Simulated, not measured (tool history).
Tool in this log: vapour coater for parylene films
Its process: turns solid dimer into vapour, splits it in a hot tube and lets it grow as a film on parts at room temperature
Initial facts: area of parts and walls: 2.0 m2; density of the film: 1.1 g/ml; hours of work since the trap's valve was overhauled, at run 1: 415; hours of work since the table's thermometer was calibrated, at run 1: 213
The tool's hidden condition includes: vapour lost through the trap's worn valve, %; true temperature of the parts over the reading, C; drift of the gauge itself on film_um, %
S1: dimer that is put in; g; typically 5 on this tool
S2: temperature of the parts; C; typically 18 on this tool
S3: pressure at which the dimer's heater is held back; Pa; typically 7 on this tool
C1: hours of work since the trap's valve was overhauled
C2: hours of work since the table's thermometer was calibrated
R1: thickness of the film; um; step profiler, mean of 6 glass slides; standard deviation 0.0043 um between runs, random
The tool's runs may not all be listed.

run,day,S1,S2,S3,C1,C2,R1
1,0,5,18,7,415,213,1.237
2,0.542,5,18,7,422,221,1.245
3,1.754,5,18,7,439,238,1.245
4,3.071,5,16,7,458,256,1.334
5,3.633,2,18,7,465,264,0.504
# day 4.446: trap's valve overhauled
6,4.908,2,18,7,6,279,0.5
7,5.571,2,18,7,16,288,0.508
8,6.85,2,18,7,33,306,0.5
9,7.492,5,14,7,42,315,1.447
10,8.7,5,14,7,59,332,1.457
11,9.946,5,14,7,76,349,1.455
12,11.167,3,14,7,93,366,0.881
13,12.196,5,18,7,107,380,1.265
14,13.088,5,18,7,120,393,1.275
15,13.667,5,18,7,128,401,1.27
16,14.9,3,18,7,145,418,0.762
17,15.575,5,29,7,154,427,0.854
18,16.833,5,21,7,172,445,1.144
# day 17.1: gauge calibrated
19,18.133,5,22,7,190,463,1.078
20,19.25,5,22,7,205,478,1.083
21,19.888,5,25,7,214,487,0.975
22,21.017,5,25,7,230,503,0.976
23,21.788,5,25,7,241,513,0.973
24,22.767,5,25,7,254,527,0.978
25,23.912,2,26,9.18,270,543,0.347
26,25.071,2,26,9.18,286,559,0.353
27,25.904,2,26,9.18,298,570,0.347
28,26.912,2,26,4,312,584,0.433
29,28.188,3,22,7.31,329,602,0.646
30,29.067,5,11,7.65,342,614,1.59
31,30.1,8,26,3.41,356,629,1.821
32,31.042,6,28,3.05,369,642,1.313
33,31.946,6,19,3.05,382,654,1.806
34,33.004,4,18,7,396,669,1.019
# day 33.492: gauge calibrated
35,33.546,6,16,10.36,404,676,1.452
36,34.083,3,11,7,411,684,0.961
37,34.825,7,19,5.3,422,694,1.797
38,35.642,7,19,5.3,433,706,1.802
39,36.888,7,12,10.01,450,723,1.983
40,37.65,6,18,2.38,461,733,1.958
41,38.408,6,18,2.38,471,744,1.959
# day 38.788: trap's valve overhauled
42,39.129,5,18,2.33,5,752,1.649
43,39.667,2,17,3.77,12,759,0.605
44,40.867,2,18,4.02,29,776,0.575
45,41.646,2,18,4.51,40,787,0.56
46,42.546,3,21,9.44,52,799,0.631
47,43.196,7,11,11.38,61,808,2.012

Results for each run, recomputed without the tool's hidden state and with each run's random variation untouched:
run,R1
1,1.239
2,1.246
3,1.243
4,1.329
5,0.502
6,0.496
7,0.503
8,0.494
9,1.429
10,1.436
11,1.431
12,0.864
13,1.239
14,1.247
15,1.241
16,0.743
17,0.831
18,1.112
19,1.077
20,1.08
21,0.971
22,0.97
23,0.966
24,0.969
25,0.343
26,0.348
27,0.342
28,0.426
29,0.635
30,1.559
31,1.782
32,1.283
33,1.763
34,0.993
35,1.453
36,0.961
37,1.795
38,1.798
39,1.974
40,1.947
41,1.946
42,1.633
43,0.599
44,0.568
45,0.552
46,0.621
47,1.979
